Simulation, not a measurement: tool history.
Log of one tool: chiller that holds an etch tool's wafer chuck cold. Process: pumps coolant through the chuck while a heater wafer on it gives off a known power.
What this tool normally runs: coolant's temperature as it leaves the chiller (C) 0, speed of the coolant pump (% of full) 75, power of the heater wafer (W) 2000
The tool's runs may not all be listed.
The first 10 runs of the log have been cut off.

run	hour	coolant's temperature as it leaves the chiller (C)	speed of the coolant pump (% of full)	power of the heater wafer (W)	hours since the coolant was changed and the channels were flushed	hours since the pump was overhauled	hours since the chiller's thermometer was calibrated	chuck's temperature once it has settled (C)	how much warmer the coolant comes back (C)
11	411.4	0	75	2000	993	1740	3029	15.2	7.88
12	454.3	0	71	2000	1036	1783	3071	16.1	8.32
13	513.5	0	68	2000	1095	1842	3131	16.6	8.72
14	565.1	0	68	2000	1147	1894	3182	16.8	8.76
15	609.5	0	68	2000	1191	1938	3227	16.8	8.85
16	654.6	0	75	2000	1236	1983	3272	15.5	7.83
17	703.9	0	75	2000	1286	2032	3321	15.2	7.93
18	772.2	0	75	2000	1354	2101	3389	15.3	7.88
19	813.6	0	72	1921	1395	2142	3431	15.1	7.9
20	876.2	-2	69	1954	1458	2205	3493	14.3	8.55
# hour 887.1: coolant pump overhauled
21	936.7	4	74	1466	1513	50	3549	15.5	5.99
22	978.9	9	60	1893	1556	92	3591	27.2	9.87
# hour 1021.4: coolant pump overhauled, once more
23	1027.5	6	70	1045	1599	6	3635	14.2	4.34
24	1089.7	4	65	2586	1661	68	3697	26.4	11.56
25	1156.7	4	65	2586	1728	135	3764	26.4	11.62
26	1220.9	4	65	2586	1793	199	3828	26.6	11.69
27	1272	0	75	1766	1844	251	3879	13.3	6.77
28	1327.8	0	75	1766	1899	306	3935	13.2	6.75
29	1365.5	0	75	1766	1937	344	3973	13.3	6.8
# hour 1404.1: chiller's thermometer calibrated
30	1406.8	0	75	1766	1978	384	3	13.7	6.77
31	1463.2	10	91	2429	2034	441	59	26	7.45
32	1520.9	10	91	2429	2092	498	117	26.1	7.51
33	1588.6	1	73	2429	2159	566	185	20.5	9.66

Below are 3 alternative next runs, each starting from the tool's condition after run 33. Predict each:
A	1617.7	0	81	1780	2188	595	214	?	?
B	1617.7	0	75	1357	2188	595	214	?	?
C	1617.7	5	72	2429	2188	595	214	?	?

run	chuck's temperature once it has settled (C)	how much warmer the coolant comes back (C)
A	12.9	6.29
B	10.6	5.2
C	24.9	9.79
Without the tool's hidden state the same runs would have given:
run	chuck's temperature once it has settled (C)	how much warmer the coolant comes back (C)
A	12.5	6.2
B	10.2	5.13
C	24.2	9.65
